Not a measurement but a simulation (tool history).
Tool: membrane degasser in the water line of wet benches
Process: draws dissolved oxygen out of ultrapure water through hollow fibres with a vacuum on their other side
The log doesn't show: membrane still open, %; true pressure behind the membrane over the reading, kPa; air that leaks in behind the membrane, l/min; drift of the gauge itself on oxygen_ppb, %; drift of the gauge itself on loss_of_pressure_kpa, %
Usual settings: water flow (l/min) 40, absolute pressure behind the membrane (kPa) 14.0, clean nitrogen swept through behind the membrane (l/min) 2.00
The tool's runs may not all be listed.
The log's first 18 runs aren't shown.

run    hour  water flow (l/min)  absolute pressure behind the membrane (kPa)  clean nitrogen swept through behind the membrane (l/min)  hours since the membrane was changed  hours since the vacuum gauge was calibrated  hours since the vacuum lines were made tight  dissolved oxygen in the water behind the degasser (ppb)  pressure that the water loses in the fibres (kPa)
 19  2507.4                  31                                         10.4                                                      1.18                                  5352                                          253                                          3118                                                    420.7                                              57.18
 20  2606.5                  40                                         23.3                                                      2.00                                  5451                                          352                                          3217                                                    878.9                                              73.39
 21  2812.2                  40                                         23.3                                                      2.00                                  5657                                          558                                          3423                                                    877.9                                              74.33
 22  3015.4                  31                                         16.7                                                      3.95                                  5860                                          761                                          3626                                                    277.3                                              57.81
     3173.4  -- seals of the vacuum lines changed
 23  3208.9                  31                                         29.1                                                      1.74                                  6051                                          953                                            35                                                    958.6                                              57.68
 24  3355.9                  31                                         29.1                                                      1.74                                  6198                                         1100                                           182                                                    966.1                                              57.98
 25  3487.1                  31                                         29.1                                                      1.74                                  6329                                         1231                                           314                                                    967.2                                              57.95
 26  3635.0                  48                                         17.6                                                      2.51                                  6477                                         1379                                           462                                                    689.2                                              90.21
 27  3811.0                  27                                          9.8                                                      2.10                                  6653                                         1555                                           638                                                    215.8                                              50.34
 28  3956.1                  40                                         29.1                                                      0.95                                  6798                                         1700                                           783                                                   1829.5                                              75.26
 29  4137.3                  40                                         29.1                                                      0.95                                  6980                                         1881                                           964                                                   1861.1                                              75.66
 30  4273.4                  40                                          9.4                                                      0.95                                  7116                                         2017                                          1100                                                    580.0                                              75.38
 31  4368.6                  40                                          9.4                                                      0.95                                  7211                                         2112                                          1195                                                    581.6                                              75.81

3 ways to go on from here, each from the tool as it stands after run 31. What would each give?
  A  4501.1                  40                                         14.7                                                      4.57                                  7343                                         2245                                          1328                                                        ?                                                  ?
  B  4501.1                  64                                         11.6                                                      0.95                                  7343                                         2245                                          1328                                                        ?                                                  ?
  C  4501.1                  43                                          9.4                                                      3.41                                  7343                                         2245                                          1328                                                        ?                                                  ?

run  dissolved oxygen in the water behind the degasser (ppb)  pressure that the water loses in the fibres (kPa)
  A                                                    309.0                                              75.22
  B                                                   1133.2                                             121.65
  C                                                    272.3                                              81.58
Without the tool's hidden state the same runs would have given:
run  dissolved oxygen in the water behind the degasser (ppb)  pressure that the water loses in the fibres (kPa)
  A                                                    277.4                                              68.55
  B                                                   1049.1                                             110.88
  C                                                    233.4                                              74.37
